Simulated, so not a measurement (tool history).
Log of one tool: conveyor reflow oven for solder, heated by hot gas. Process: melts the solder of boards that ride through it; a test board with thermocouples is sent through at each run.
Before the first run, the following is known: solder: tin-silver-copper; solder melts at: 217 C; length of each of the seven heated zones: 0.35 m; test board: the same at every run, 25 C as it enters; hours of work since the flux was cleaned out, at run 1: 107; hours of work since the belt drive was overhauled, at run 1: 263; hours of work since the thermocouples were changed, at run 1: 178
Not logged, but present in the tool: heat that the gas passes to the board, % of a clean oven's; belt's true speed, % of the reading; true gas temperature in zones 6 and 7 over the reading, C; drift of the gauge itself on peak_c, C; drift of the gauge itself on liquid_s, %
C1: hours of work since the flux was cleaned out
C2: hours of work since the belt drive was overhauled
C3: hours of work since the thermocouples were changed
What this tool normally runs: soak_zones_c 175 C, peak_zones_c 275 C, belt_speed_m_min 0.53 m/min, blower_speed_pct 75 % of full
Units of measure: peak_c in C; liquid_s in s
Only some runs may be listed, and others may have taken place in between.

{"run": 1, "hour": 0.0, "soak_zones_c": 175, "peak_zones_c": 275, "belt_speed_m_min": 0.53, "blower_speed_pct": 75, "C1": 107, "C2": 263, "C3": 178, "peak_c": 264, "liquid_s": 68.9}
{"run": 2, "hour": 13.2, "soak_zones_c": 175, "peak_zones_c": 275, "belt_speed_m_min": 0.53, "blower_speed_pct": 75, "C1": 115, "C2": 271, "C3": 186, "peak_c": 264.5, "liquid_s": 68.7}
{"run": 3, "hour": 25.5, "soak_zones_c": 175, "peak_zones_c": 275, "belt_speed_m_min": 0.53, "blower_speed_pct": 75, "C1": 122, "C2": 279, "C3": 193, "peak_c": 263.9, "liquid_s": 68.9}
{"run": 4, "hour": 47.5, "soak_zones_c": 175, "peak_zones_c": 275, "belt_speed_m_min": 0.53, "blower_speed_pct": 75, "C1": 135, "C2": 292, "C3": 206, "peak_c": 264.4, "liquid_s": 68.9}
{"run": 5, "hour": 73.1, "soak_zones_c": 175, "peak_zones_c": 275, "belt_speed_m_min": 0.53, "blower_speed_pct": 62, "C1": 151, "C2": 307, "C3": 221, "peak_c": 262.2, "liquid_s": 67.4}
{"run": 6, "hour": 98.3, "soak_zones_c": 175, "peak_zones_c": 275, "belt_speed_m_min": 0.53, "blower_speed_pct": 62, "C1": 166, "C2": 322, "C3": 236, "peak_c": 262, "liquid_s": 67.3}
{"run": 7, "hour": 118.6, "soak_zones_c": 175, "peak_zones_c": 275, "belt_speed_m_min": 0.53, "blower_speed_pct": 62, "C1": 178, "C2": 334, "C3": 248, "peak_c": 262.1, "liquid_s": 67.2}
{"run": 8, "hour": 130.7, "soak_zones_c": 175, "peak_zones_c": 275, "belt_speed_m_min": 0.53, "blower_speed_pct": 62, "C1": 185, "C2": 341, "C3": 255, "peak_c": 261.9, "liquid_s": 67.2}
{"run": 9, "hour": 149.6, "soak_zones_c": 175, "peak_zones_c": 275, "belt_speed_m_min": 0.53, "blower_speed_pct": 62, "C1": 196, "C2": 352, "C3": 266, "peak_c": 261.8, "liquid_s": 67.3}
{"run": 10, "hour": 168.8, "soak_zones_c": 175, "peak_zones_c": 289, "belt_speed_m_min": 0.53, "blower_speed_pct": 75, "C1": 207, "C2": 363, "C3": 278, "peak_c": 277.4, "liquid_s": 74.2}
{"run": 11, "hour": 180.5, "soak_zones_c": 164, "peak_zones_c": 275, "belt_speed_m_min": 0.53, "blower_speed_pct": 79, "C1": 214, "C2": 370, "C3": 285, "peak_c": 263.7, "liquid_s": 65.3}
{"hour": 187.4, "done": "flux residue cleaned out of gas plates and filters"}
{"run": 12, "hour": 210.7, "soak_zones_c": 175, "peak_zones_c": 275, "belt_speed_m_min": 0.626, "blower_speed_pct": 64, "C1": 14, "C2": 385, "C3": 299, "peak_c": 256.9, "liquid_s": 53.4}
{"run": 13, "hour": 225.4, "soak_zones_c": 180, "peak_zones_c": 278, "belt_speed_m_min": 0.544, "blower_speed_pct": 82, "C1": 22, "C2": 394, "C3": 308, "peak_c": 267.5, "liquid_s": 70}
{"run": 14, "hour": 245.0, "soak_zones_c": 189, "peak_zones_c": 274, "belt_speed_m_min": 0.544, "blower_speed_pct": 63, "C1": 34, "C2": 405, "C3": 320, "peak_c": 261.5, "liquid_s": 70.5}
{"run": 15, "hour": 257.7, "soak_zones_c": 189, "peak_zones_c": 274, "belt_speed_m_min": 0.544, "blower_speed_pct": 63, "C1": 42, "C2": 413, "C3": 327, "peak_c": 261.8, "liquid_s": 70.6}
{"run": 16, "hour": 275.4, "soak_zones_c": 175, "peak_zones_c": 275, "belt_speed_m_min": 0.548, "blower_speed_pct": 75, "C1": 52, "C2": 423, "C3": 338, "peak_c": 262.8, "liquid_s": 65.5}
{"run": 17, "hour": 298.1, "soak_zones_c": 175, "peak_zones_c": 275, "belt_speed_m_min": 0.548, "blower_speed_pct": 75, "C1": 65, "C2": 437, "C3": 351, "peak_c": 262.5, "liquid_s": 65.6}
{"run": 18, "hour": 319.5, "soak_zones_c": 164, "peak_zones_c": 265, "belt_speed_m_min": 0.427, "blower_speed_pct": 83, "C1": 78, "C2": 449, "C3": 364, "peak_c": 258.3, "liquid_s": 80.2}
{"hour": 341.6, "done": "flux residue cleaned out of gas plates and filters, once more"}
{"run": 19, "hour": 349.9, "soak_zones_c": 175, "peak_zones_c": 265, "belt_speed_m_min": 0.53, "blower_speed_pct": 75, "C1": 5, "C2": 464, "C3": 379, "peak_c": 254.7, "liquid_s": 64.1}

Alternative continuations, all from the tool just after run 19; predict every row:
{"run": "A", "hour": 362.8, "soak_zones_c": 184, "peak_zones_c": 265, "belt_speed_m_min": 0.53, "blower_speed_pct": 55, "C1": 13, "C2": 472, "C3": 386, "peak_c": "?", "liquid_s": "?"}
{"run": "B", "hour": 362.8, "soak_zones_c": 175, "peak_zones_c": 275, "belt_speed_m_min": 0.533, "blower_speed_pct": 62, "C1": 13, "C2": 472, "C3": 386, "peak_c": "?", "liquid_s": "?"}
{"run": "C", "hour": 362.8, "soak_zones_c": 163, "peak_zones_c": 275, "belt_speed_m_min": 0.612, "blower_speed_pct": 66, "C1": 13, "C2": 472, "C3": 386, "peak_c": "?", "liquid_s": "?"}
{"run": "D", "hour": 362.8, "soak_zones_c": 171, "peak_zones_c": 272, "belt_speed_m_min": 0.53, "blower_speed_pct": 75, "C1": 13, "C2": 472, "C3": 386, "peak_c": "?", "liquid_s": "?"}
{"run": "E", "hour": 362.8, "soak_zones_c": 175, "peak_zones_c": 280, "belt_speed_m_min": 0.599, "blower_speed_pct": 62, "C1": 13, "C2": 472, "C3": 386, "peak_c": "?", "liquid_s": "?"}

run=A peak_c=252.6 liquid_s=65.1
run=B peak_c=261.6 liquid_s=67
run=C peak_c=256.6 liquid_s=51.5
run=D peak_c=261 liquid_s=66.2
run=E peak_c=263 liquid_s=59.5
With no hidden state in the tool, these same runs would have given:
run=A peak_c=253.9 liquid_s=65.3
run=B peak_c=262.9 liquid_s=67
run=C peak_c=257.7 liquid_s=51.6
run=D peak_c=262.3 liquid_s=66.3
run=E peak_c=264.2 liquid_s=59.5
